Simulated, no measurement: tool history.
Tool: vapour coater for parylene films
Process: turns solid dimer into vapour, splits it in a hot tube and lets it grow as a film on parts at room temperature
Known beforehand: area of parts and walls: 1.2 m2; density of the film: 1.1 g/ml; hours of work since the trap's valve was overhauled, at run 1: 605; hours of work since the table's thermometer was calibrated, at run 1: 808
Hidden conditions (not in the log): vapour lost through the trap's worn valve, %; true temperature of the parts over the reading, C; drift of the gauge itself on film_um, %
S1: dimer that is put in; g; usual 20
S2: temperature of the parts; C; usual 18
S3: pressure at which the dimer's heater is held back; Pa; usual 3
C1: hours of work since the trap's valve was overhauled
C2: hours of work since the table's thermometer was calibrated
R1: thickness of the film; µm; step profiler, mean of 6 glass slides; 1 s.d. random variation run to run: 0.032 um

{"run": 1, "hour": 0.0, "S1": 20, "S2": 18, "S3": 3, "C1": 605, "C2": 808, "R1": 7.7}
{"hour": 73.2, "done": "trap's valve overhauled"}
{"run": 2, "hour": 79.6, "S1": 20, "S2": 18, "S3": 3, "C1": 6, "C2": 874, "R1": 8.1}
{"hour": 133.7, "done": "table's thermometer calibrated"}
{"run": 3, "hour": 165.2, "S1": 11, "S2": 18, "S3": 3, "C1": 81, "C2": 28, "R1": 4.49}
{"run": 4, "hour": 221.8, "S1": 11, "S2": 18, "S3": 3, "C1": 131, "C2": 78, "R1": 4.41}
{"run": 5, "hour": 301.8, "S1": 11, "S2": 18, "S3": 3, "C1": 201, "C2": 149, "R1": 4.39}
{"run": 6, "hour": 339.4, "S1": 20, "S2": 18, "S3": 3, "C1": 235, "C2": 182, "R1": 7.91}
{"run": 7, "hour": 391.0, "S1": 20, "S2": 18, "S3": 3, "C1": 280, "C2": 228, "R1": 7.9}
{"run": 8, "hour": 433.7, "S1": 20, "S2": 18, "S3": 3, "C1": 318, "C2": 266, "R1": 7.9}
{"run": 9, "hour": 496.8, "S1": 20, "S2": 18, "S3": 3, "C1": 374, "C2": 321, "R1": 7.81}
{"run": 10, "hour": 584.4, "S1": 20, "S2": 18, "S3": 3, "C1": 452, "C2": 399, "R1": 7.77}
{"run": 11, "hour": 622.4, "S1": 20, "S2": 18, "S3": 3, "C1": 485, "C2": 433, "R1": 7.77}
{"run": 12, "hour": 691.3, "S1": 20, "S2": 18, "S3": 7.91, "C1": 546, "C2": 494, "R1": 6.77}
{"run": 13, "hour": 739.1, "S1": 12, "S2": 11, "S3": 7.91, "C1": 589, "C2": 536, "R1": 4.47}
{"hour": 829.1, "done": "trap's valve overhauled"}
{"run": 14, "hour": 829.1, "S1": 12, "S2": 11, "S3": 7.91, "C1": 0, "C2": 612, "R1": 4.81}
{"run": 15, "hour": 883.7, "S1": 9, "S2": 29, "S3": 4.03, "C1": 48, "C2": 660, "R1": 2.98}
{"run": 16, "hour": 958.0, "S1": 25, "S2": 29, "S3": 10.44, "C1": 114, "C2": 726, "R1": 7.15}
{"run": 17, "hour": 1020.3, "S1": 12, "S2": 18, "S3": 3, "C1": 169, "C2": 781, "R1": 4.79}
{"run": 18, "hour": 1064.3, "S1": 12, "S2": 18, "S3": 3, "C1": 208, "C2": 820, "R1": 4.75}
{"run": 19, "hour": 1123.0, "S1": 12, "S2": 18, "S3": 3, "C1": 260, "C2": 872, "R1": 4.72}

Consider 5 possible next runs. They are alternatives, not a sequence: every one starts from the tool as it was left by run 19. What does each give?
{"hour": 1180.9, "done": "table's thermometer calibrated"}
{"run": "A", "hour": 1190.8, "S1": 20, "S2": 17, "S3": 3, "C1": 319, "C2": 9, "R1": "?"}
{"hour": 1180.9, "done": "table's thermometer calibrated"}
{"run": "B", "hour": 1190.8, "S1": 30, "S2": 11, "S3": 5.97, "C1": 319, "C2": 9, "R1": "?"}
{"hour": 1180.9, "done": "table's thermometer calibrated"}
{"run": "C", "hour": 1190.8, "S1": 31, "S2": 18, "S3": 3, "C1": 319, "C2": 9, "R1": "?"}
{"hour": 1180.9, "done": "table's thermometer calibrated"}
{"run": "D", "hour": 1190.8, "S1": 11, "S2": 17, "S3": 3, "C1": 319, "C2": 9, "R1": "?"}
{"hour": 1180.9, "done": "table's thermometer calibrated"}
{"run": "E", "hour": 1190.8, "S1": 12, "S2": 19, "S3": 8.43, "C1": 319, "C2": 9, "R1": "?"}

run=A R1=8.02
run=B R1=12.02
run=C R1=12.23
run=D R1=4.43
run=E R1=4.09
The same runs, with their run-to-run variation unchanged, on a tool lacking any hidden condition would have given:
run=A R1=8.3
run=B R1=12.44
run=C R1=12.66
run=D R1=4.59
run=E R1=4.23
